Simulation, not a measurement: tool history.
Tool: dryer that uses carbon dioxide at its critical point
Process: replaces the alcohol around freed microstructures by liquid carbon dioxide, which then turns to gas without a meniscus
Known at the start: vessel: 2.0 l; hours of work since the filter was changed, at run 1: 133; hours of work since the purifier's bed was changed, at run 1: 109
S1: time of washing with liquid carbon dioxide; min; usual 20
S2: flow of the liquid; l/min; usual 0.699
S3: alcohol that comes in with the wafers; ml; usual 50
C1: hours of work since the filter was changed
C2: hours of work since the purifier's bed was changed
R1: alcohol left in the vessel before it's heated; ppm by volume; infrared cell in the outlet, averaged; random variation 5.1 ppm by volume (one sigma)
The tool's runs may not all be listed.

run 1 hour=0.0 | S1=20 S2=0.699 S3=50 | C1=133 C2=109 | R1=110
run 2 hour=12.7 | S1=20 S2=0.699 S3=50 | C1=141 C2=117 | R1=118
run 3 hour=28.7 | S1=22 S2=0.699 S3=50 | C1=151 C2=127 | R1=87
run 4 hour=40.3 | S1=22 S2=0.699 S3=50 | C1=158 C2=134 | R1=92
run 5 hour=56.4 | S1=22 S2=0.699 S3=50 | C1=168 C2=145 | R1=106
run 6 hour=67.1 | S1=20 S2=0.699 S3=50 | C1=175 C2=151 | R1=138
run 7 hour=76.7 | S1=20 S2=0.699 S3=50 | C1=181 C2=158 | R1=137
run 8 hour=91.3 | S1=13 S2=0.699 S3=50 | C1=191 C2=167 | R1=675
-- hour=93.5 inlet filter changed
run 9 hour=108.3 | S1=16 S2=0.480 S3=50 | C1=9 C2=177 | R1=945
run 10 hour=117.1 | S1=16 S2=0.480 S3=50 | C1=15 C2=182 | R1=984
run 11 hour=125.2 | S1=16 S2=0.445 S3=54 | C1=20 C2=188 | R1=1323
run 12 hour=132.3 | S1=16 S2=0.445 S3=54 | C1=25 C2=192 | R1=1345
run 13 hour=142.1 | S1=26 S2=0.484 S3=54 | C1=31 C2=198 | R1=183
run 14 hour=154.2 | S1=20 S2=0.699 S3=83 | C1=38 C2=206 | R1=184
run 15 hour=166.2 | S1=20 S2=0.585 S3=50 | C1=46 C2=214 | R1=239

The same runs without the tool's hidden state, with the same run-to-run variation:
The hidden state here: flow that reaches the vessel past the clogged filter, %; alcohol in the recycled carbon dioxide, ppm; drift of the gauge itself on alcohol_ppm, %.
run=1 R1=60
run=2 R1=65
run=3 R1=35
run=4 R1=38
run=5 R1=46
run=6 R1=69
run=7 R1=66
run=8 R1=502
run=9 R1=881
run=10 R1=912
run=11 R1=1239
run=12 R1=1254
run=13 R1=115
run=14 R1=112
run=15 R1=161

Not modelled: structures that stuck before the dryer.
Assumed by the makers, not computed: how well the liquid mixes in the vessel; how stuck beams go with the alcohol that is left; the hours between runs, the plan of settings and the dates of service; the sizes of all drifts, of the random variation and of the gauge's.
